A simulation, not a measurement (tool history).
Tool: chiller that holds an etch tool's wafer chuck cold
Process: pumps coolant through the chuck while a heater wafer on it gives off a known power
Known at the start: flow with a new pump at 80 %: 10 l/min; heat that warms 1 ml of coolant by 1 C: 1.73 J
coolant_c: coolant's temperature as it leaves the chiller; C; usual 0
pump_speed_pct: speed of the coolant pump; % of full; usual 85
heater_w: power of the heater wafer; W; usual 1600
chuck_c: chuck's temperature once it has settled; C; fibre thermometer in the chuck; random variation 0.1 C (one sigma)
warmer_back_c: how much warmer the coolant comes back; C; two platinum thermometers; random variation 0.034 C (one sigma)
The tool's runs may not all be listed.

run 1 hour=0.0 | coolant_c=0 pump_speed_pct=85 heater_w=1600 | chuck_c=11.6 warmer_back_c=5.33
run 2 hour=77.5 | coolant_c=0 pump_speed_pct=85 heater_w=1600 | chuck_c=11.5 warmer_back_c=5.26
run 3 hour=205.1 | coolant_c=0 pump_speed_pct=85 heater_w=1600 | chuck_c=11.5 warmer_back_c=5.32
run 4 hour=289.4 | coolant_c=0 pump_speed_pct=85 heater_w=1022 | chuck_c=7.2 warmer_back_c=3.42
run 5 hour=411.4 | coolant_c=0 pump_speed_pct=85 heater_w=1600 | chuck_c=11.7 warmer_back_c=5.33
run 6 hour=515.7 | coolant_c=0 pump_speed_pct=85 heater_w=1600 | chuck_c=11.9 warmer_back_c=5.33
run 7 hour=648.5 | coolant_c=0 pump_speed_pct=85 heater_w=1600 | chuck_c=11.8 warmer_back_c=5.35
-- hour=753.5 chiller's thermometer calibrated
run 8 hour=761.9 | coolant_c=-2 pump_speed_pct=85 heater_w=1600 | chuck_c=11.0 warmer_back_c=5.40
run 9 hour=876.8 | coolant_c=0 pump_speed_pct=85 heater_w=1600 | chuck_c=13.2 warmer_back_c=5.38
run 10 hour=982.4 | coolant_c=0 pump_speed_pct=71 heater_w=1600 | chuck_c=15.4 warmer_back_c=6.64
run 11 hour=1104.0 | coolant_c=0 pump_speed_pct=71 heater_w=2026 | chuck_c=19.7 warmer_back_c=8.39
run 12 hour=1170.8 | coolant_c=0 pump_speed_pct=71 heater_w=2026 | chuck_c=19.7 warmer_back_c=8.41
run 13 hour=1259.0 | coolant_c=0 pump_speed_pct=71 heater_w=2026 | chuck_c=20.0 warmer_back_c=8.43
run 14 hour=1320.8 | coolant_c=0 pump_speed_pct=71 heater_w=2026 | chuck_c=20.1 warmer_back_c=8.42
run 15 hour=1394.7 | coolant_c=1 pump_speed_pct=87 heater_w=1167 | chuck_c=10.4 warmer_back_c=3.87
run 16 hour=1449.5 | coolant_c=1 pump_speed_pct=87 heater_w=1167 | chuck_c=10.5 warmer_back_c=3.87
run 17 hour=1550.6 | coolant_c=1 pump_speed_pct=87 heater_w=1167 | chuck_c=10.5 warmer_back_c=3.89
run 18 hour=1642.2 | coolant_c=1 pump_speed_pct=87 heater_w=1167 | chuck_c=10.6 warmer_back_c=3.96
run 19 hour=1764.3 | coolant_c=3 pump_speed_pct=70 heater_w=993 | chuck_c=12.9 warmer_back_c=4.26
run 20 hour=1896.4 | coolant_c=3 pump_speed_pct=70 heater_w=993 | chuck_c=12.9 warmer_back_c=4.29
run 21 hour=1985.7 | coolant_c=-5 pump_speed_pct=70 heater_w=1725 | chuck_c=12.5 warmer_back_c=7.35
run 22 hour=2105.5 | coolant_c=0 pump_speed_pct=70 heater_w=1725 | chuck_c=17.6 warmer_back_c=7.43
run 23 hour=2181.3 | coolant_c=2 pump_speed_pct=64 heater_w=1600 | chuck_c=19.8 warmer_back_c=7.63
run 24 hour=2284.8 | coolant_c=0 pump_speed_pct=82 heater_w=1140 | chuck_c=9.9 warmer_back_c=4.12
run 25 hour=2419.1 | coolant_c=-8 pump_speed_pct=72 heater_w=1242 | chuck_c=4.4 warmer_back_c=5.23
run 26 hour=2520.4 | coolant_c=-9 pump_speed_pct=91 heater_w=2195 | chuck_c=9.2 warmer_back_c=7.12
run 27 hour=2620.6 | coolant_c=-3 pump_speed_pct=89 heater_w=1519 | chuck_c=9.6 warmer_back_c=5.05

The same runs without the tool's hidden state, with the same run-to-run variation:
The hidden state here: heat passed by the chuck's channels, % of clean ones'; flow at a given pump speed, % of a new pump's; coolant's true temperature over the reading, C; drift of the gauge itself on chuck_c, C; drift of the gauge itself on warmer_back_c, C.
run=1 chuck_c=12.4 warmer_back_c=5.24
run=2 chuck_c=12.2 warmer_back_c=5.17
run=3 chuck_c=12.1 warmer_back_c=5.20
run=4 chuck_c=8.0 warmer_back_c=3.34
run=5 chuck_c=12.3 warmer_back_c=5.19
run=6 chuck_c=12.4 warmer_back_c=5.18
run=7 chuck_c=12.3 warmer_back_c=5.18
run=8 chuck_c=10.3 warmer_back_c=5.21
run=9 chuck_c=12.5 warmer_back_c=5.18
run=10 chuck_c=14.5 warmer_back_c=6.38
run=11 chuck_c=18.4 warmer_back_c=8.04
run=12 chuck_c=18.4 warmer_back_c=8.05
run=13 chuck_c=18.6 warmer_back_c=8.05
run=14 chuck_c=18.6 warmer_back_c=8.03
run=15 chuck_c=9.8 warmer_back_c=3.69
run=16 chuck_c=9.9 warmer_back_c=3.68
run=17 chuck_c=9.8 warmer_back_c=3.69
run=18 chuck_c=9.9 warmer_back_c=3.75
run=19 chuck_c=12.2 warmer_back_c=4.03
run=20 chuck_c=12.2 warmer_back_c=4.04
run=21 chuck_c=10.9 warmer_back_c=6.90
run=22 chuck_c=15.8 warmer_back_c=6.96
run=23 chuck_c=17.9 warmer_back_c=7.14
run=24 chuck_c=9.0 warmer_back_c=3.85
run=25 chuck_c=3.2 warmer_back_c=4.86
run=26 chuck_c=7.0 warmer_back_c=6.61
run=27 chuck_c=8.2 warmer_back_c=4.67
